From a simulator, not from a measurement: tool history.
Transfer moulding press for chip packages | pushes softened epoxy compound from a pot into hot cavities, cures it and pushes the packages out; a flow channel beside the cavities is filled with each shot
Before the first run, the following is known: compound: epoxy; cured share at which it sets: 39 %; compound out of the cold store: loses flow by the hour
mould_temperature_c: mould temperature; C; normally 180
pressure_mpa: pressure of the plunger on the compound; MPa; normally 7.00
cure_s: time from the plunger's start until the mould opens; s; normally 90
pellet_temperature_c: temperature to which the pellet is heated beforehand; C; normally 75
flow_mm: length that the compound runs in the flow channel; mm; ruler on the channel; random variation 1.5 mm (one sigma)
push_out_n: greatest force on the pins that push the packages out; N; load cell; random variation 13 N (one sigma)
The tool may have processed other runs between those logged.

| run | hour | mould_temperature_c | pressure_mpa | cure_s | pellet_temperature_c | incoming compound's hours out of the cold store | flow_mm | push_out_n |
|---|---|---|---|---|---|---|---|---|
| 1 | 0.0 | 180 | 7.00 | 90 | 75 | 43.6 | 622 | 891 |
| 2 | 21.8 | 180 | 7.00 | 90 | 75 | 36.4 | 639 | 676 |
| 3 | 61.6 | 180 | 7.00 | 90 | 75 | 35.5 | 635 | 940 |
| 4 | 86.2 | 180 | 7.00 | 90 | 68 | 20.1 | 676 | 778 |
| 5 | 117.1 | 180 | 7.00 | 86 | 75 | 33.8 | 634 | 1006 |
| 6 | 145.6 | 180 | 7.00 | 86 | 75 | 35.7 | 627 | 806 |
| 7 | 169.6 | 180 | 7.00 | 86 | 75 | 26.9 | 673 | 933 |
| 8 | 189.5 | 180 | 7.00 | 86 | 75 | 28.0 | 664 | 669 |
| 9 | 215.0 | 180 | 7.00 | 86 | 75 | 16.1 | 699 | 940 |
| 10 | 245.4 | 180 | 7.00 | 86 | 75 | 28.6 | 660 | 700 |
| 11 | 269.8 | 180 | 7.00 | 86 | 75 | 16.4 | 689 | 944 |
| 12 | 300.3 | 180 | 7.00 | 86 | 75 | 12.8 | 696 | 640 |
| 13 | 332.9 | 180 | 7.00 | 90 | 75 | 8.4 | 702 | 877 |
| 14 | 366.1 | 180 | 7.00 | 90 | 75 | 31.4 | 633 | 659 |
| 15 | 388.3 | 180 | 7.14 | 83 | 75 | 42.6 | 636 | 873 |
| 16 | 420.5 | 180 | 6.72 | 90 | 75 | 30.3 | 646 | 549 |
| 17 | 454.7 | 180 | 6.72 | 90 | 75 | 13.2 | 689 | 896 |
| 18 | 488.3 | 181 | 7.06 | 104 | 73 | 14.8 | 693 | 565 |
| 19 | 523.9 | 180 | 7.00 | 126 | 75 | 10.3 | 712 | 717 |
| 20 | 543.8 | 185 | 5.78 | 77 | 71 | 44.2 | 543 | 633 |
| 21 | 566.6 | 185 | 6.35 | 77 | 71 | 18.7 | 627 | 872 |
| 22 | 586.9 | 180 | 8.66 | 90 | 74 | 15.6 | 758 | 1017 |
| 23 | 626.6 | 176 | 7.16 | 90 | 69 | 46.1 | 642 | 1042 |
| 24 | 647.1 | 176 | 8.44 | 80 | 69 | 43.5 | 703 | 1520 |
| 25 | 688.7 | 176 | 8.44 | 80 | 69 | 16.5 | 781 | 1619 |
| 26 | 716.8 | 176 | 8.44 | 99 | 69 | 28.1 | 741 | 679 |
| 27 | 740.6 | 180 | 7.00 | 115 | 76 | 40.8 | 621 | 671 |

Missing from the log above: 18 entries noted between runs. For each, name the pair of listed runs it sits between and say how the tool's hidden condition differs from the listed run just before to the listed run just after:
Logged between run 1 and run 2: cavities cleaned with cleaning compound and waxed (hour 12.5)
  true mould temperature over the reading, C: 0.75 -> 0.78; pressure that reaches the compound, % of what is set: 97.69 -> 97.02; grip of the stained cavities, % over clean ones': 64.2 -> 22
  measured less the result without the state, flow_mm: -10 -> -13 mm; push_out_n: +330 -> +100 N
Logged between run 3 and run 4: cavities cleaned with cleaning compound and waxed (hour 68.7)
  true mould temperature over the reading, C: 0.82 -> 0.85; pressure that reaches the compound, % of what is set: 95.49 -> 94.65; grip of the stained cavities, % over clean ones': 67.6 -> 37.2
  measured less the result without the state, flow_mm: -18 -> -22 mm; push_out_n: +356 -> +183 N
Logged between run 5 and run 6: cavities cleaned with cleaning compound and waxed (hour 125.7)
  true mould temperature over the reading, C: 0.89 -> 0.92; pressure that reaches the compound, % of what is set: 93.35 -> 92.28; grip of the stained cavities, % over clean ones': 67.4 -> 38.7
  measured less the result without the state, flow_mm: -26 -> -29 mm; push_out_n: +376 -> +195 N
Logged between run 6 and run 7: plunger's sealing rings changed (hour 166.1)
  true mould temperature over the reading, C: 0.92 -> 0.95; pressure that reaches the compound, % of what is set: 92.28 -> 99.4; grip of the stained cavities, % over clean ones': 38.7 -> 60.1
  measured less the result without the state, flow_mm: -29 -> -5 mm; push_out_n: +195 -> +319 N
Logged between run 7 and run 8: cavities cleaned with cleaning compound and waxed (hour 186.0)
  true mould temperature over the reading, C: 0.95 -> 0.97; pressure that reaches the compound, % of what is set: 99.4 -> 98.71; grip of the stained cavities, % over clean ones': 60.1 -> 10.1
  measured less the result without the state, flow_mm: -5 -> -8 mm; push_out_n: +319 -> +26 N
Logged between run 9 and run 10: cavities cleaned with cleaning compound and waxed (hour 241.8)
  true mould temperature over the reading, C: 1 -> 1.03; pressure that reaches the compound, % of what is set: 97.71 -> 96.59; grip of the stained cavities, % over clean ones': 50.7 -> 14.2
  measured less the result without the state, flow_mm: -12 -> -15 mm; push_out_n: +275 -> +49 N
Logged between run 11 and run 12: cavities cleaned with cleaning compound and waxed (hour 300.3)
  true mould temperature over the reading, C: 1.07 -> 1.1; pressure that reaches the compound, % of what is set: 95.61 -> 94.4; grip of the stained cavities, % over clean ones': 51.1 -> 0.7
  measured less the result without the state, flow_mm: -20 -> -25 mm; push_out_n: +276 -> -42 N
Logged between run 12 and run 13: mould's thermocouples calibrated (hour 328.8)
  true mould temperature over the reading, C: 1.1 -> 1.65; pressure that reaches the compound, % of what is set: 94.4 -> 93.19; grip of the stained cavities, % over clean ones': 0.7 -> 51.1
  measured less the result without the state, flow_mm: -25 -> -32 mm; push_out_n: -42 -> +239 N
Logged between run 13 and run 14: cavities cleaned with cleaning compound and waxed (hour 359.0)
  true mould temperature over the reading, C: 1.65 -> 1.68; pressure that reaches the compound, % of what is set: 93.19 -> 91.93; grip of the stained cavities, % over clean ones': 51.1 -> 19
  measured less the result without the state, flow_mm: -32 -> -33 mm; push_out_n: +239 -> +60 N
Logged between run 14 and run 15: plunger's sealing rings changed (hour 379.4)
  true mould temperature over the reading, C: 1.68 -> 1.71; pressure that reaches the compound, % of what is set: 91.93 -> 99.63; grip of the stained cavities, % over clean ones': 19 -> 48.6
  measured less the result without the state, flow_mm: -33 -> -7 mm; push_out_n: +60 -> +226 N
Logged between run 15 and run 16: cavities cleaned with cleaning compound and waxed (hour 420.5)
  true mould temperature over the reading, C: 1.71 -> 1.74; pressure that reaches the compound, % of what is set: 99.63 -> 98.41; grip of the stained cavities, % over clean ones': 48.6 -> 3.6
  measured less the result without the state, flow_mm: -7 -> -11 mm; push_out_n: +226 -> -27 N
Logged between run 17 and run 18: cavities cleaned with cleaning compound and waxed (hour 479.4)
  true mould temperature over the reading, C: 1.78 -> 1.82; pressure that reaches the compound, % of what is set: 97.14 -> 95.86; grip of the stained cavities, % over clean ones': 58.4 -> 17.7
  measured less the result without the state, flow_mm: -17 -> -22 mm; push_out_n: +275 -> +65 N
Logged between run 18 and run 19: mould's thermocouples calibrated, once more (hour 521.3)
  true mould temperature over the reading, C: 1.82 -> 0.02; pressure that reaches the compound, % of what is set: 95.86 -> 94.59; grip of the stained cavities, % over clean ones': 17.7 -> 60.5
  measured less the result without the state, flow_mm: -22 -> -20 mm; push_out_n: +65 -> +266 N
Logged between run 19 and run 20: cavities cleaned with cleaning compound and waxed (hour 539.5)
  true mould temperature over the reading, C: 0.02 -> 0.04; pressure that reaches the compound, % of what is set: 94.59 -> 93.83; grip of the stained cavities, % over clean ones': 60.5 -> 11.4
  measured less the result without the state, flow_mm: -20 -> -18 mm; push_out_n: +266 -> +64 N
Logged between run 22 and run 23: plunger's sealing rings changed (hour 591.4); cavities cleaned with cleaning compound and waxed (hour 597.8)
  true mould temperature over the reading, C: 0.1 -> 0.14; pressure that reaches the compound, % of what is set: 92.14 -> 98.51; grip of the stained cavities, % over clean ones': 65 -> 49.7
  measured less the result without the state, flow_mm: -32 -> -5 mm; push_out_n: +394 -> +339 N
Logged between run 24 and run 25: cavities cleaned with cleaning compound and waxed (hour 654.6)
  true mould temperature over the reading, C: 0.16 -> 0.21; pressure that reaches the compound, % of what is set: 97.72 -> 96.19; grip of the stained cavities, % over clean ones': 66.7 -> 57.3
  measured less the result without the state, flow_mm: -9 -> -16 mm; push_out_n: +597 -> +574 N
Logged between run 25 and run 26: cavities cleaned with cleaning compound and waxed (hour 712.9)
  true mould temperature over the reading, C: 0.21 -> 0.24; pressure that reaches the compound, % of what is set: 96.19 -> 95.09; grip of the stained cavities, % over clean ones': 57.3 -> 9.3
  measured less the result without the state, flow_mm: -16 -> -20 mm; push_out_n: +574 -> +49 N

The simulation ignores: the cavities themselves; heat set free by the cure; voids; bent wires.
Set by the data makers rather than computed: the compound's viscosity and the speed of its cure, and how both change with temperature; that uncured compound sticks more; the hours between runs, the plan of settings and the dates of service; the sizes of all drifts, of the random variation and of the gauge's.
